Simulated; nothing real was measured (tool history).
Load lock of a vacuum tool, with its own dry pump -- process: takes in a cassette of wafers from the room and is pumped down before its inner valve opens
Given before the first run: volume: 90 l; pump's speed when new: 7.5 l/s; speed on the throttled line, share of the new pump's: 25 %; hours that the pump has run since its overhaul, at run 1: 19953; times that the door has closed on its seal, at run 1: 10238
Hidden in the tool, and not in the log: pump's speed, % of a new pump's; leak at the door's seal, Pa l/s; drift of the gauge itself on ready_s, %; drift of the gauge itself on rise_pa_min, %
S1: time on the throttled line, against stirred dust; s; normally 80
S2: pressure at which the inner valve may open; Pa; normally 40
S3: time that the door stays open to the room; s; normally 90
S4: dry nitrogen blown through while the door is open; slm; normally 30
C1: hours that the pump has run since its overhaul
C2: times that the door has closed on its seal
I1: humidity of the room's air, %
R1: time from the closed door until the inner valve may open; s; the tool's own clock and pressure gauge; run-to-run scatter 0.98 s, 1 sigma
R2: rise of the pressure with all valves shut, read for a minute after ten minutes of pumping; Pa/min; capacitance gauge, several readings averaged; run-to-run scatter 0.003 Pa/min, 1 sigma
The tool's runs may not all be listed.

Run 1, hour 0.0: usual settings; C1 19953; C2 10238; I1 39.3. Result: R1 179.5 s, R2 0.061 Pa/min.
Run 2, hour 317.4: usual settings; C1 20270; C2 11785; I1 42.7. Result: R1 179.4 s, R2 0.080 Pa/min.
Run 3, hour 585.1: usual settings but S1 95 s; C1 20538; C2 13090; I1 50.4. Result: R1 188.9 s, R2 0.088 Pa/min.
Run 4, hour 904.6: usual settings but S1 95 s, S4 18 slm; C1 20857; C2 14647; I1 44.7. Result: R1 189.7 s, R2 0.108 Pa/min.
Run 5, hour 1218.5: usual settings; C1 21171; C2 16177; I1 45.8. Result: R1 182.6 s, R2 0.103 Pa/min.
Run 6, hour 1436.5: usual settings but S4 17 slm; C1 21389; C2 17240; I1 43.6. Result: R1 181.7 s, R2 0.120 Pa/min.
Run 7, hour 1766.7: usual settings but S4 17 slm; C1 21719; C2 18849; I1 42.9. Result: R1 181.3 s, R2 0.134 Pa/min.
Run 8, hour 2105.1: usual settings but S4 17 slm; C1 22058; C2 20499; I1 46.0. Result: R1 182.2 s, R2 0.145 Pa/min.
Run 9, hour 2562.8: usual settings but S4 4 slm; C1 22515; C2 22730; I1 41.8. Result: R1 183.8 s, R2 0.179 Pa/min.
Run 10, hour 3023.8: usual settings but S4 33 slm; C1 22976; C2 24977; I1 46.2. Result: R1 183.7 s, R2 0.194 Pa/min.
Run 11, hour 3420.2: usual settings but S4 33 slm; C1 23373; C2 26909; I1 42.6. Result: R1 187.1 s, R2 0.217 Pa/min.
At hour 3641.0: door's seal changed, seat wiped.
Run 12, hour 3910.8: usual settings but S4 33 slm; C1 23862; C2 1315; I1 47.6. Result: R1 184.5 s, R2 0.023 Pa/min.
At hour 4286.5: dry pump taken out, an overhauled one fitted.
Run 13, hour 4361.4: usual settings; C1 75; C2 3482; I1 46.9. Result: R1 154.1 s, R2 0.031 Pa/min.
Run 14, hour 4875.9: usual settings; C1 589; C2 5990; I1 43.2. Result: R1 154.0 s, R2 0.041 Pa/min.
Run 15, hour 5224.8: usual settings; C1 938; C2 7690; I1 45.4. Result: R1 157.4 s, R2 0.048 Pa/min.
Run 16, hour 5522.5: usual settings but S2 62 Pa, S3 34 s; C1 1236; C2 9142; I1 47.9. Result: R1 148.2 s, R2 0.047 Pa/min.
Run 17, hour 5991.1: usual settings but S2 62 Pa, S3 34 s; C1 1705; C2 11425; I1 45.0. Result: R1 150.0 s, R2 0.061 Pa/min.
Run 18, hour 6316.4: usual settings but S1 152 s, S2 52 Pa, S3 218 s, S4 18 slm; C1 2030; C2 13011; I1 47.5. Result: R1 207.5 s, R2 0.095 Pa/min.
Run 19, hour 6743.7: usual settings but S1 117 s; C1 2457; C2 15094; I1 47.0. Result: R1 185.2 s, R2 0.097 Pa/min.
Run 20, hour 7070.2: usual settings but S1 63 s, S2 45 Pa; C1 2784; C2 16685; I1 44.3. Result: R1 141.0 s, R2 0.110 Pa/min.
Run 21, hour 7535.3: usual settings but S4 16 slm; C1 3249; C2 18952; I1 45.9. Result: R1 159.0 s, R2 0.130 Pa/min.
Run 22, hour 7748.4: usual settings but S4 16 slm; C1 3462; C2 19991; I1 48.0. Result: R1 158.8 s, R2 0.136 Pa/min.
Run 23, hour 8217.7: usual settings but S4 16 slm; C1 3931; C2 22279; I1 45.5. Result: R1 157.3 s, R2 0.161 Pa/min.
Run 24, hour 8511.9: usual settings but S2 41 Pa, S4 7 slm; C1 4225; C2 23713; I1 46.1. Result: R1 158.0 s, R2 0.182 Pa/min.
Run 25, hour 8935.2: usual settings but S2 41 Pa, S4 7 slm; C1 4649; C2 25776; I1 44.4. Result: R1 159.1 s, R2 0.204 Pa/min.

Below, each run's measurement less what the same run would have read without the hidden state. Both values contain the same run-to-run variation, but the gauge's scatter may not be the same in both:
run     R1      R2
  1  +24.5  +0.051
  2  +24.8  +0.061
  3  +23.9  +0.069
  4  +24.3  +0.080
  5  +26.6  +0.090
  6  +26.7  +0.100
  7  +27.2  +0.113
  8  +27.8  +0.126
  9  +28.5  +0.150
 10  +29.1  +0.177
 11  +30.3  +0.196
 12  +30.6  +0.004
 13   -0.4  +0.011
 14   +0.0  +0.020
 15   +0.3  +0.028
 16   +0.5  +0.035
 17   +0.9  +0.047
 18   +0.8  +0.059
 19   +1.4  +0.076
 20   +2.0  +0.086
 21   +2.3  +0.106
 22   +2.5  +0.117
 23   +2.9  +0.139
 24   +3.2  +0.151
 25   +3.6  +0.179

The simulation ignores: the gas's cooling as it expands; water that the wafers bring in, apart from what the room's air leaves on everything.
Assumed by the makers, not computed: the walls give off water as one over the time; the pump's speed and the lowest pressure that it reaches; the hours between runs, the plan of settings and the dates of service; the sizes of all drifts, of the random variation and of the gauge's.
